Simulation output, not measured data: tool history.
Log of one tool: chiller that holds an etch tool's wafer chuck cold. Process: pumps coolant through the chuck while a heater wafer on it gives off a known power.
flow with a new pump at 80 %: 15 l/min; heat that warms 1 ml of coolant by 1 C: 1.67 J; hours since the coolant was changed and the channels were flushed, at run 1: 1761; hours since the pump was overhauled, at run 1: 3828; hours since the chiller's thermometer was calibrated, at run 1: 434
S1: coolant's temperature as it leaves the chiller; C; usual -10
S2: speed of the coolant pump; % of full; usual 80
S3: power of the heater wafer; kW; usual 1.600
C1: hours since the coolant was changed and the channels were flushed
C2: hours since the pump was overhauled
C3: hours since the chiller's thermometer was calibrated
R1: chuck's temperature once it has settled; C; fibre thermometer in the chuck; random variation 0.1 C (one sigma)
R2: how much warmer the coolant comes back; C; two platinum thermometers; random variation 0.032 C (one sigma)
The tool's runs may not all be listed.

Run 1, day 0.000: usual settings; C1 1761; C2 3828; C3 434. Result: R1 2.3 C, R2 3.84 C.
Run 2, day 4.538: usual settings; C1 1870; C2 3936; C3 543. Result: R1 2.1 C, R2 3.88 C.
Run 3, day 8.258: usual settings but S2 96 % of full; C1 1959; C2 4026; C3 632. Result: R1 0.3 C, R2 3.11 C.
Run 4, day 13.854: usual settings but S2 96 % of full; C1 2094; C2 4160; C3 766. Result: R1 0.3 C, R2 3.12 C.
Run 5, day 17.633: usual settings; C1 2184; C2 4251; C3 857. Result: R1 2.3 C, R2 3.88 C.
Run 6, day 20.450: usual settings but S1 -5 C; C1 2252; C2 4318; C3 924. Result: R1 7.2 C, R2 3.85 C.
Run 7, day 25.342: usual settings but S1 -5 C; C1 2369; C2 4436; C3 1042. Result: R1 7.3 C, R2 3.89 C.
Run 8, day 29.771: usual settings but S1 -5 C; C1 2476; C2 4542; C3 1148. Result: R1 7.2 C, R2 3.86 C.
Run 9, day 33.762: usual settings; C1 2571; C2 4638; C3 1244. Result: R1 2.2 C, R2 3.87 C.
At day 35.133: coolant pump overhauled.
Run 10, day 38.167: usual settings; C1 2672; C2 73; C3 1345. Result: R1 2.3 C, R2 3.77 C.
Run 11, day 43.683: usual settings but S1 -17 C, S2 84 % of full, S3 2.155 kW; C1 2805; C2 205; C3 1477. Result: R1 -1.5 C, R2 4.86 C.
Run 12, day 46.929: usual settings but S1 0 C, S2 79 % of full, S3 2.356 kW; C1 2882; C2 283; C3 1555. Result: R1 18.4 C, R2 5.63 C.
Run 13, day 50.138: usual settings but S3 1.013 kW; C1 2960; C2 360; C3 1632. Result: R1 -2.1 C, R2 2.40 C.
Run 14, day 55.675: usual settings but S1 -8 C, S2 85 % of full, S3 1.722 kW; C1 3092; C2 493; C3 1765. Result: R1 4.4 C, R2 3.88 C.
Run 15, day 58.354: usual settings but S1 -1 C, S2 85 % of full, S3 1.111 kW; C1 3157; C2 557; C3 1829. Result: R1 7.1 C, R2 2.51 C.
Run 16, day 61.558: usual settings but S1 -13 C, S2 85 % of full; C1 3234; C2 634; C3 1906. Result: R1 -1.4 C, R2 3.59 C.
At day 62.621: coolant changed, channels flushed.
Run 17, day 65.196: usual settings but S1 -20 C, S2 95 % of full; C1 62; C2 716; C3 1987. Result: R1 -9.6 C, R2 3.13 C.
Run 18, day 70.379: usual settings but S1 -8 C, S2 67 % of full, S3 2.307 kW; C1 186; C2 840; C3 2112. Result: R1 12.8 C, R2 6.73 C.
Run 19, day 75.042: usual settings but S1 -13 C, S2 67 % of full, S3 2.307 kW; C1 298; C2 952; C3 2224. Result: R1 7.7 C, R2 6.73 C.
Run 20, day 79.262: usual settings but S1 -1 C, S2 67 % of full, S3 1.932 kW; C1 399; C2 1053; C3 2325. Result: R1 16.4 C, R2 5.64 C.

Hidden state at the last listed run before each entry between runs and at the first one after, where it differs:
Between runs 9 and 10: coolant pump overhauled (day 35.133)
  flow at a given pump speed, % of a new pump's: 99.7 -> 100
Between runs 16 and 17: coolant changed, channels flushed (day 62.621)
  heat passed by the chuck's channels, % of clean ones': 99.8 -> 100
